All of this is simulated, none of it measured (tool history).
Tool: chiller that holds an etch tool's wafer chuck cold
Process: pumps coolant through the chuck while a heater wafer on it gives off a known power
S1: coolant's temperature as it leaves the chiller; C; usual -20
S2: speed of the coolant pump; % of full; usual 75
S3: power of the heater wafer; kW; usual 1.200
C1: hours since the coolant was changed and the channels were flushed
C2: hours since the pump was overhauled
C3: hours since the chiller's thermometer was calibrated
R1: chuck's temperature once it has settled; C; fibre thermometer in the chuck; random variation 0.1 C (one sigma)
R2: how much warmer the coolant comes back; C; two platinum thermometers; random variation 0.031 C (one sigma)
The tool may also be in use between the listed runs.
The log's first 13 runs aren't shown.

Run 14, hour 707.2: usual settings but S1 -27 C; C1 4459; C2 3121; C3 1130. Result: R1 -10.7 C, R2 3.32 C.
Run 15, hour 763.9: usual settings but S1 -27 C; C1 4516; C2 3178; C3 1186. Result: R1 -10.6 C, R2 3.29 C.
Run 16, hour 829.0: usual settings but S3 1.208 kW; C1 4581; C2 3243; C3 1252. Result: R1 -3.5 C, R2 3.38 C.
Run 17, hour 876.3: usual settings but S3 1.208 kW; C1 4628; C2 3290; C3 1299. Result: R1 -3.4 C, R2 3.39 C.
Run 18, hour 943.4: usual settings but S2 62 % of full, S3 0.966 kW; C1 4695; C2 3357; C3 1366. Result: R1 -5.0 C, R2 3.37 C.
Run 19, hour 1016.1: usual settings but S3 1.700 kW; C1 4768; C2 3430; C3 1439. Result: R1 3.7 C, R2 4.77 C.
Run 20, hour 1083.7: usual settings but S3 1.700 kW; C1 4836; C2 3498; C3 1506. Result: R1 3.8 C, R2 4.74 C.
Run 21, hour 1143.6: usual settings but S1 -21 C, S3 0.951 kW; C1 4896; C2 3557; C3 1566. Result: R1 -7.4 C, R2 2.68 C.
Run 22, hour 1216.8: usual settings but S1 -21 C, S3 0.951 kW; C1 4969; C2 3631; C3 1639. Result: R1 -7.4 C, R2 2.62 C.
At hour 1229.9: coolant changed, channels flushed.
Run 23, hour 1276.6: usual settings but S2 60 % of full, S3 1.193 kW; C1 47; C2 3684; C3 1693. Result: R1 -4.1 C, R2 4.33 C.
Run 24, hour 1313.6: usual settings but S1 -15 C, S2 61 % of full, S3 1.193 kW; C1 84; C2 3721; C3 1730. Result: R1 0.7 C, R2 4.29 C.
Run 25, hour 1388.6: usual settings but S1 -13 C, S2 99 % of full, S3 1.143 kW; C1 159; C2 3796; C3 1805. Result: R1 -1.8 C, R2 2.36 C.
Run 26, hour 1439.6: usual settings but S1 -18 C, S2 62 % of full, S3 0.623 kW; C1 210; C2 3847; C3 1856. Result: R1 -9.7 C, R2 2.20 C.
Run 27, hour 1493.3: usual settings but S1 -18 C, S2 62 % of full, S3 0.623 kW; C1 263; C2 3901; C3 1910. Result: R1 -9.6 C, R2 2.21 C.

Forecast run 28:
Run 28, hour 1533.8: usual settings but S1 -22 C, S3 1.483 kW; C1 304; C2 3942; C3 1950. Result: R1 ?, R2 ?.

{"run 28": {"R1": -4.5, "R2": 4.19}}
Without the tool's hidden state the same run would have given R1 -6.2 C, R2 3.76 C.
